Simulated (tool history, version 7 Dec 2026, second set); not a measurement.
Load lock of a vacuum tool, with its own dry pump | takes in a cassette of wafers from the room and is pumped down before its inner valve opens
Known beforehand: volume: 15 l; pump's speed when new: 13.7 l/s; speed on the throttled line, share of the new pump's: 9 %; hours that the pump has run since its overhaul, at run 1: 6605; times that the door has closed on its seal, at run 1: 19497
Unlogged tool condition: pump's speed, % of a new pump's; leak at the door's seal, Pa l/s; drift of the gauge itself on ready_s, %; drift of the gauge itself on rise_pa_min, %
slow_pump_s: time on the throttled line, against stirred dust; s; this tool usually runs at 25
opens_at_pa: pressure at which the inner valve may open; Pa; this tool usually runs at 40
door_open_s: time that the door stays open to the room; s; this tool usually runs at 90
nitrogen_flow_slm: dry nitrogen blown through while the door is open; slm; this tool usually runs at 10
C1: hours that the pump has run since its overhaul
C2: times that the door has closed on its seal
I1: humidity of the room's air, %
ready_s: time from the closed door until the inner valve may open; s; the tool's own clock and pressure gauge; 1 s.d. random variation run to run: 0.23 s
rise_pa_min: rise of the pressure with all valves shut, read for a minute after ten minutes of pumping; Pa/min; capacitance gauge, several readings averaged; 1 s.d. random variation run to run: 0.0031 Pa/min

run 1 hour=0 | slow_pump_s=25 opens_at_pa=40 door_open_s=90 nitrogen_flow_slm=10 | C1=6605 C2=19497 | I1=40.7 | ready_s=31.6 rise_pa_min=0.257
run 2 hour=241.6 | slow_pump_s=20 opens_at_pa=40 door_open_s=90 nitrogen_flow_slm=10 | C1=6847 C2=20414 | I1=42.9 | ready_s=27.2 rise_pa_min=0.274
-- hour=366.6 door's seal changed, seat wiped
run 3 hour=545.4 | slow_pump_s=25 opens_at_pa=40 door_open_s=90 nitrogen_flow_slm=10 | C1=7149 C2=679 | I1=47.5 | ready_s=32.4 rise_pa_min=0.089
run 4 hour=786.3 | slow_pump_s=25 opens_at_pa=40 door_open_s=90 nitrogen_flow_slm=10 | C1=7390 C2=1594 | I1=45.2 | ready_s=32.4 rise_pa_min=0.094
run 5 hour=1054.7 | slow_pump_s=25 opens_at_pa=40 door_open_s=90 nitrogen_flow_slm=10 | C1=7658 C2=2613 | I1=42.1 | ready_s=32.2 rise_pa_min=0.089
run 6 hour=1380.9 | slow_pump_s=25 opens_at_pa=40 door_open_s=90 nitrogen_flow_slm=10 | C1=7985 C2=3852 | I1=48 | ready_s=32.6 rise_pa_min=0.108
run 7 hour=1692.2 | slow_pump_s=25 opens_at_pa=40 door_open_s=90 nitrogen_flow_slm=10 | C1=8296 C2=5034 | I1=44.3 | ready_s=32 rise_pa_min=0.105
run 8 hour=1842.9 | slow_pump_s=25 opens_at_pa=40 door_open_s=90 nitrogen_flow_slm=10 | C1=8447 C2=5607 | I1=44.6 | ready_s=31.9 rise_pa_min=0.111
run 9 hour=2011.2 | slow_pump_s=25 opens_at_pa=40 door_open_s=90 nitrogen_flow_slm=10 | C1=8615 C2=6246 | I1=45.4 | ready_s=32.2 rise_pa_min=0.109
run 10 hour=2182.3 | slow_pump_s=25 opens_at_pa=40 door_open_s=90 nitrogen_flow_slm=10 | C1=8786 C2=6896 | I1=42.7 | ready_s=32 rise_pa_min=0.11
run 11 hour=2480.5 | slow_pump_s=25 opens_at_pa=63 door_open_s=90 nitrogen_flow_slm=8 | C1=9084 C2=8028 | I1=47.1 | ready_s=31.7 rise_pa_min=0.139
run 12 hour=2791.1 | slow_pump_s=25 opens_at_pa=63 door_open_s=90 nitrogen_flow_slm=8 | C1=9395 C2=9208 | I1=42 | ready_s=32.3 rise_pa_min=0.131
run 13 hour=2928.8 | slow_pump_s=36 opens_at_pa=54 door_open_s=90 nitrogen_flow_slm=10 | C1=9532 C2=9731 | I1=47.8 | ready_s=41.7 rise_pa_min=0.145
run 14 hour=3095.6 | slow_pump_s=17 opens_at_pa=44 door_open_s=33 nitrogen_flow_slm=11 | C1=9699 C2=10364 | I1=47.4 | ready_s=24.8 rise_pa_min=0.118

Forecast run 15:
run 15 hour=3416.1 | slow_pump_s=34 opens_at_pa=35 door_open_s=31 nitrogen_flow_slm=43 | C1=10020 C2=11581 | I1=45.8 | ready_s=? rise_pa_min=?

ready_s: 40.9 s
rise_pa_min: 0.102 Pa/min
With no hidden state in the tool, this same run would have given ready_s 40.2 s, rise_pa_min 0.034 Pa/min.
